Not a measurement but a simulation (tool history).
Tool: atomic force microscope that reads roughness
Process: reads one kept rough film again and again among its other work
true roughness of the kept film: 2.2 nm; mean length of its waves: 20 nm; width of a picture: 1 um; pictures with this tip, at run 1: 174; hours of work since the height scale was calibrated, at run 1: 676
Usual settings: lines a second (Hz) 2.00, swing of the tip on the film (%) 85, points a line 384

run     day  lines a second (Hz)  swing of the tip on the film (%)  points a line  pictures with this tip  hours of work since the height scale was calibrated  roughness of the kept film (nm (root mean square))
  1   0.000                 2.00                                85            384                     174                                                  676                                               1.296
  2   2.017                 2.00                                85            384                     252                                                  709                                               1.238
  3   2.933                 2.00                                85            384                     287                                                  724                                               1.218
      4.517  -- new tip fitted
  4   5.008                 2.00                                71            384                      19                                                  758                                               1.634
  5   7.162                 2.00                                71            384                     102                                                  793                                               1.563
  6   8.871                 2.00                                85            384                     169                                                  821                                               1.331
  7  10.596                 2.00                                85            384                     235                                                  850                                               1.281
  8  12.858                 2.00                                85            384                     323                                                  887                                               1.208
     13.500  -- new tip fitted
  9  13.871                 2.00                                85            384                      14                                                  903                                               1.461
 10  15.058                 2.00                                85            384                      61                                                  923                                               1.416
 11  16.650                 2.00                                85            384                     122                                                  949                                               1.361
 12  18.146                 3.51                                85            384                     180                                                  974                                               1.127
 13  20.033                 3.51                                85            384                     253                                                 1005                                               1.071
 14  22.204                 2.00                                85            384                     337                                                 1040                                               1.189
     22.525  -- new tip fitted
 15  24.221                 2.00                                85            384                      66                                                 1073                                               1.431
 16  25.367                 2.00                                85            384                     110                                                 1092                                               1.387
 17  27.183                 2.00                                85            384                     181                                                 1122                                               1.314
 18  28.629                 0.78                                85            384                     236                                                 1146                                               1.475
 19  29.742                 2.00                                85            384                     280                                                 1164                                               1.243
 20  30.929                 2.00                                58            384                     326                                                 1184                                               1.465
     31.483  -- new tip fitted
 21  32.996                 2.00                                58            384                      59                                                 1217                                               1.716
 22  34.712                 2.00                                58            384                     125                                                 1246                                               1.642
     35.200  -- height scale calibrated on a step standard
 23  36.312                 2.00                                71            384                     186                                                   18                                               1.450
 24  38.433                 2.00                                85            675                     268                                                   53                                               1.227
 25  39.708                 3.96                                85            675                     317                                                   74                                               0.989
     40.546  -- new tip fitted
 26  40.896                 0.75                                85            983                      14                                                   93                                               1.706
 27  42.233                 2.68                                85            384                      65                                                  115                                               1.294
 28  43.896                 2.68                                85            384                     130                                                  143                                               1.250
 29  44.829                 2.68                                85            384                     166                                                  158                                               1.221
 30  45.842                 2.68                                85            384                     205                                                  175                                               1.200
 31  48.033                 2.05                                55            421                     290                                                  211                                               1.479
     49.517  -- new tip fitted
 32  50.171                 2.11                                70            578                      25                                                  246                                               1.652
 33  51.471                 0.80                                70            293                      76                                                  267                                               1.706
 34  53.588                 0.80                                70            293                     157                                                  302                                               1.621
 35  55.496                 2.00                                71            384                     231                                                  333                                               1.430
 36  56.696                 0.60                                60            452                     278                                                  353                                               1.570
 37  58.321                 3.02                                58            953                     341                                                  380                                               1.419
     58.500  -- new tip fitted
 38  59.558                 3.02                                58            953                      41                                                  400                                               1.695
 39  60.646                 2.62                                76            286                      83                                                  418                                               1.406
 40  62.379                 2.07                                85            736                     150                                                  446                                               1.329
 41  63.604                 2.00                                85            510                     198                                                  466                                               1.279
 42  64.950                 0.67                                85            490                     250                                                  488                                               1.456
 43  66.008                 0.63                                85            730                     291                                                  506                                               1.437
     67.517  -- new tip fitted
 44  67.517                 0.63                                85            730                       0                                                  530                                               1.757
 45  69.679                 0.63                                85            730                      84                                                  566                                               1.639
 46  71.446                 0.63                                85            730                     153                                                  595                                               1.571
 47  73.700                 2.19                                85            572                     240                                                  632                                               1.228

How the hidden state differs across the entries between the runs, from the last listed run before each to the first after it:
Between runs 3 and 4: new tip fitted (day 4.517)
  radius of the tip, nm: 19.3 -> 8.2; height scale over the true one, %: 1.64 -> 1.72
  measured less the result without the state, roughness of the kept film (nm (root mean square)): -0.258 -> -0.008
Between runs 8 and 9: new tip fitted (day 13.500)
  radius of the tip, nm: 19.3 -> 8.3; height scale over the true one, %: 2.03 -> 2.07
  measured less the result without the state, roughness of the kept film (nm (root mean square)): -0.251 -> -0.006
Between runs 14 and 15: new tip fitted (day 22.525)
  radius of the tip, nm: 20.7 -> 10; height scale over the true one, %: 2.39 -> 2.46
  measured less the result without the state, roughness of the kept film (nm (root mean square)): -0.272 -> -0.044
Between runs 20 and 21: new tip fitted (day 31.483)
  radius of the tip, nm: 20 -> 10.1; height scale over the true one, %: 2.72 -> 2.8
  measured less the result without the state, roughness of the kept film (nm (root mean square)): -0.311 -> -0.050
Between runs 22 and 23: height scale calibrated on a step standard (day 35.200)
  radius of the tip, nm: 12.6 -> 14.7; height scale over the true one, %: 2.86 -> 0.14
  measured less the result without the state, roughness of the kept film (nm (root mean square)): -0.122 -> -0.207
Between runs 25 and 26: new tip fitted (day 40.546)
  radius of the tip, nm: 19.7 -> 7.8; height scale over the true one, %: 0.28 -> 0.33
  measured less the result without the state, roughness of the kept film (nm (root mean square)): -0.233 -> -0.021
Between runs 31 and 32: new tip fitted (day 49.517)
  radius of the tip, nm: 18.3 -> 8.1; height scale over the true one, %: 0.6 -> 0.68
  measured less the result without the state, roughness of the kept film (nm (root mean square)): -0.306 -> -0.022
Between runs 37 and 38: new tip fitted (day 58.500)
  radius of the tip, nm: 19.5 -> 9.5; height scale over the true one, %: 0.99 -> 1.04
  measured less the result without the state, roughness of the kept film (nm (root mean square)): -0.319 -> -0.061
Between runs 43 and 44: new tip fitted (day 67.517)
  radius of the tip, nm: 19 -> 7.5; height scale over the true one, %: 1.29 -> 1.35
  measured less the result without the state, roughness of the kept film (nm (root mean square)): -0.302 -> +0.008

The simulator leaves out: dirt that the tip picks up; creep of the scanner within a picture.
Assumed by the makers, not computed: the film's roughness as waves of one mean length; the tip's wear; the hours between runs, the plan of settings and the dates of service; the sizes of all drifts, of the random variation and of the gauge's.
